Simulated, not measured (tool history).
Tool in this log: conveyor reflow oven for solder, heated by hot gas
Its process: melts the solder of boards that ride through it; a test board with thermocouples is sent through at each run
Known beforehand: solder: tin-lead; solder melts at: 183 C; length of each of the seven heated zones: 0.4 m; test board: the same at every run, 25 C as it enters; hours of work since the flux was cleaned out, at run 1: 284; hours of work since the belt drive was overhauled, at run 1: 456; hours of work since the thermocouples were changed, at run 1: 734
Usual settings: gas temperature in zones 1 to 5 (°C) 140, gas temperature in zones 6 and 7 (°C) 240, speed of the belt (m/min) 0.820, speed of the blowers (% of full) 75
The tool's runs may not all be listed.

run	hour	gas temperature in zones 1 to 5 (°C)	gas temperature in zones 6 and 7 (°C)	speed of the belt (m/min)	speed of the blowers (% of full)	hours of work since the flux was cleaned out	hours of work since the belt drive was overhauled	hours of work since the thermocouples were changed	highest temperature of the board (°C)	time above the solder's melting point (s)
1	0.0	140	240	0.820	75	284	456	734	223.7	48.1
2	16.5	140	240	0.820	70	296	468	746	222.2	48.1
3	27.4	140	240	0.820	70	305	476	754	222.0	48.0
4	38.5	140	240	0.820	70	313	485	763	222.1	48.0
5	54.7	140	240	0.820	75	325	497	775	222.8	48.0
6	66.2	140	240	0.820	75	334	505	783	222.8	48.2
7	80.8	142	240	0.820	75	345	516	794	223.5	49.3
8	92.8	140	240	0.749	75	354	525	803	225.3	54.6
# hour 98.7: flux residue cleaned out of gas plates and filters
9	105.8	147	240	0.820	75	5	531	809	224.4	50.7
10	114.2	140	241	0.820	75	12	538	816	224.6	48.9
11	123.6	140	241	0.820	75	19	545	823	222.9	48.4
# hour 135.3: flux residue cleaned out of gas plates and filters, once more
12	135.6	140	240	0.820	75	0	550	828	224.9	49.0
13	148.0	149	240	0.820	75	10	559	837	225.3	51.8
14	160.1	141	240	0.899	73	19	568	846	220.9	43.2
15	172.8	141	240	0.899	73	28	578	856	220.6	43.0
16	185.6	141	240	0.899	73	38	588	866	220.5	43.0
17	200.4	140	233	0.820	74	49	599	877	217.4	45.5
18	215.5	140	233	0.820	74	60	610	888	217.2	45.8
19	224.7	140	240	0.679	75	67	617	895	228.6	62.0
20	241.0	145	240	0.820	75	79	629	907	224.7	50.7
21	254.8	133	236	0.884	53	90	640	918	210.8	36.0
22	265.0	136	234	0.906	79	97	647	925	215.1	38.4
23	279.8	140	229	0.834	75	108	658	936	213.5	42.4

Alternative continuations, all from the tool just after run 23; predict every row:
A	290.7	140	240	0.820	75	117	667	945	?	?
B	290.7	148	242	0.820	75	117	667	945	?	?
C	290.7	140	229	0.743	67	117	667	945	?	?
D	290.7	153	240	0.820	61	117	667	945	?	?

run	highest temperature of the board (°C)	time above the solder's melting point (s)
A	223.9	48.4
B	226.9	52.5
C	215.0	49.3
D	223.2	52.6
What these runs would have given with no unlogged condition in the tool:
run	highest temperature of the board (°C)	time above the solder's melting point (s)
A	225.6	48.4
B	228.6	52.4
C	216.7	49.5
D	224.8	52.4
